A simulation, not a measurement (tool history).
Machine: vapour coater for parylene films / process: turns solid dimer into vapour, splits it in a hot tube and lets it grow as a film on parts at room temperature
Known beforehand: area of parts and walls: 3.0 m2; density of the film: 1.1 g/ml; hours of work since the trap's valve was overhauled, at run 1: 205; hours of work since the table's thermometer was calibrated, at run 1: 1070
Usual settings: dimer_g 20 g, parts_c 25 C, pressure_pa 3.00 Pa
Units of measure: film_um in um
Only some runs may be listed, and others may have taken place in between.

run	hour	dimer_g	parts_c	pressure_pa	hours of work since the trap's valve was overhauled	hours of work since the table's thermometer was calibrated	film_um
1	0.0	20	25	3.00	205	1070	4.46
2	19.0	12	25	3.00	222	1087	2.66
3	40.9	12	25	3.00	242	1107	2.62
4	79.1	20	25	3.00	276	1141	4.31
5	118.3	20	25	3.00	311	1176	4.33
6	154.3	20	21	3.00	343	1208	4.87
7	185.0	20	25	3.00	371	1236	4.19
8	205.4	24	25	3.00	389	1254	5.05
9	239.6	14	25	3.00	420	1285	2.89
10	271.7	14	25	3.00	449	1313	2.93
11	290.8	20	25	4.63	466	1331	3.71
12	327.3	20	25	4.63	498	1363	3.73
13	351.0	20	25	4.63	520	1385	3.67
14	383.5	20	25	4.63	549	1414	3.72
15	407.6	20	25	3.00	570	1435	4.09
16	424.4	20	25	3.00	585	1450	3.99
17	456.0	20	25	3.00	614	1479	4.04
# hour 479.4: trap's valve overhauled
18	479.4	20	25	7.46	0	1496	3.75
19	510.3	20	24	7.46	28	1524	3.85
20	537.6	20	24	9.29	52	1548	3.73
21	573.5	20	29	3.00	84	1580	3.99
22	592.2	20	25	3.00	101	1597	4.63
23	620.5	20	18	3.00	126	1623	5.82
24	640.4	20	18	3.00	144	1640	5.71
25	660.0	20	37	6.20	162	1658	2.58
26	692.9	20	37	6.20	191	1687	2.53
# hour 735.3: table's thermometer calibrated
27	735.3	20	37	6.20	228	0	2.43
28	753.5	18	18	11.83	245	16	3.68
29	780.1	18	18	11.83	269	40	3.58
30	801.1	20	25	3.00	287	59	4.35
31	836.8	20	25	11.60	319	91	3.09
32	854.1	20	25	11.60	335	107	3.12
33	873.5	36	20	8.66	352	124	7.15
34	903.9	36	20	8.66	380	151	7.13
35	945.6	34	25	2.91	417	189	7.32
36	986.5	20	25	4.92	454	225	3.66
37	1027.8	25	24	2.45	491	262	5.58
38	1059.0	23	31	2.70	519	290	3.85
39	1096.2	11	25	4.16	552	324	2.05
40	1124.3	19	18	4.16	577	349	4.56
41	1147.8	19	18	4.16	598	370	4.43
42	1180.6	12	28	6.17	628	399	1.83
# hour 1188.2: trap's valve overhauled
43	1218.7	15	32	10.63	27	430	2.04
44	1236.7	31	32	11.68	43	446	4.14
45	1271.8	31	29	8.43	75	477	4.90
46	1305.4	31	29	8.43	105	507	4.91
47	1343.8	20	21	3.00	139	542	5.21

What if the next run were any one of these 4? Each begins from the tool's condition after run 47:
A	1370.0	14	27	3.00	163	565	?
B	1370.0	15	30	9.41	163	565	?
C	1370.0	12	26	6.15	163	565	?
D	1370.0	20	21	3.00	163	565	?

run	film_um
A	2.98
B	2.22
C	2.22
D	5.08
Without the tool's unlogged condition, the same runs would have read:
run	film_um
A	3.07
B	2.28
C	2.28
D	5.23
